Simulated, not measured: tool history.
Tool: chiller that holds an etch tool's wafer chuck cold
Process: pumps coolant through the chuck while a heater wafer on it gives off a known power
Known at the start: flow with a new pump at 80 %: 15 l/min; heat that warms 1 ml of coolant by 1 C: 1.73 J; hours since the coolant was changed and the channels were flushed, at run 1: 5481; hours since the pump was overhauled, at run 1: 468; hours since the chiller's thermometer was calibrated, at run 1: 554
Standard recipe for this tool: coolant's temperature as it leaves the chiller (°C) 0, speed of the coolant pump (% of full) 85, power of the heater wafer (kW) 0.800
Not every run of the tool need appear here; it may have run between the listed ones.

run	hour	coolant's temperature as it leaves the chiller (°C)	speed of the coolant pump (% of full)	power of the heater wafer (kW)	hours since the coolant was changed and the channels were flushed	hours since the pump was overhauled	hours since the chiller's thermometer was calibrated	chuck's temperature once it has settled (°C)	how much warmer the coolant comes back (C)
1	0.0	0	85	0.800	5481	468	554	5.42	1.74
2	65.2	0	85	0.800	5546	534	620	5.53	1.77
3	96.8	0	85	0.800	5578	565	651	5.59	1.76
4	152.1	0	85	0.433	5633	620	706	3.10	0.94
5	194.5	-1	85	0.433	5675	663	749	1.82	0.91
6	247.8	0	85	0.800	5729	716	802	5.64	1.76
7	278.6	0	85	0.800	5760	747	833	5.69	1.77
8	314.3	0	85	0.880	5795	783	869	6.25	1.96
9	382.5	0	85	0.880	5863	851	937	6.17	1.96
10	436.1	-10	85	0.880	5917	905	990	-3.79	1.93
11	473.6	-8	85	0.800	5955	942	1028	-2.45	1.77
# hour 527.1: coolant changed, channels flushed
12	537.7	-8	85	0.800	11	1000	1086	-3.40	1.78
13	577.1	-8	85	0.800	50	1039	1125	-3.31	1.75
14	635.2	0	85	0.800	108	1098	1183	4.74	1.75
15	704.8	0	85	0.800	178	1167	1253	4.63	1.71
16	761.8	0	85	0.800	235	1224	1310	4.74	1.79
17	824.5	0	79	0.800	297	1287	1373	4.99	1.95
# hour 831.9: chiller's thermometer calibrated
18	865.8	0	79	0.800	338	1327	34	4.83	1.93
19	910.1	2	75	0.645	382	1372	78	6.06	1.65
20	957.5	-7	75	1.133	429	1419	126	0.05	2.97
21	996.3	2	84	0.408	468	1458	164	4.17	0.90
22	1038.8	-3	85	0.670	511	1500	207	0.86	1.51
23	1101.7	0	97	0.406	574	1563	270	2.02	0.77
# hour 1132.4: chiller's thermometer calibrated, once more
24	1137.2	0	97	0.406	608	1598	5	2.24	0.79
25	1174.0	0	85	0.571	645	1634	42	3.36	1.26
26	1211.5	0	85	0.571	682	1672	79	3.46	1.29
27	1266.4	-1	82	1.146	737	1727	134	6.14	2.67
28	1303.5	-1	82	1.146	774	1764	171	6.10	2.68
29	1347.3	5	93	1.146	818	1808	215	11.62	2.36
30	1396.5	5	93	1.146	867	1857	264	11.63	2.35
31	1462.1	5	93	1.146	933	1922	330	11.55	2.33
32	1495.0	5	95	1.146	966	1955	363	11.36	2.27

Selected run-to-run steps in chuck's temperature once it has settled (°C), each split into two signed amounts: the part the tool would show with no hidden state at all (from settings, incoming material and random variation), and the remainder, which goes to the hidden state together with any gauge scatter not common to the measured and the hidden-state-free results:
The tool's hidden condition here consists of: heat passed by the chuck's channels, % of clean ones'; flow at a given pump speed, % of a new pump's; coolant's true temperature over the reading, C; drift of the gauge itself on chuck_c, C; drift of the gauge itself on warmer_back_c, C.
Run 3 -> 4: power of the heater wafer (kW) 0.800 -> 0.433. chuck's temperature once it has settled (°C) -2.49: hidden state -0.43, all else -2.06.
Run 5 -> 6: coolant's temperature as it leaves the chiller (°C) -1 -> 0, power of the heater wafer (kW) 0.433 -> 0.800. chuck's temperature once it has settled (°C) +3.82: hidden state +0.45, all else +3.37.
Run 9 -> 10: coolant's temperature as it leaves the chiller (°C) 0 -> -10. chuck's temperature once it has settled (°C) -9.96: hidden state +0.00, all else -9.96.
Run 11 -> 12: coolant changed, channels flushed. chuck's temperature once it has settled (°C) -0.95: hidden state -0.93, all else -0.02.
Run 13 -> 14: coolant's temperature as it leaves the chiller (°C) -8 -> 0. chuck's temperature once it has settled (°C) +8.05: hidden state +0.00, all else +8.05.
Run 19 -> 20: coolant's temperature as it leaves the chiller (°C) 2 -> -7, power of the heater wafer (kW) 0.645 -> 1.133. chuck's temperature once it has settled (°C) -6.01: hidden state +0.12, all else -6.13.
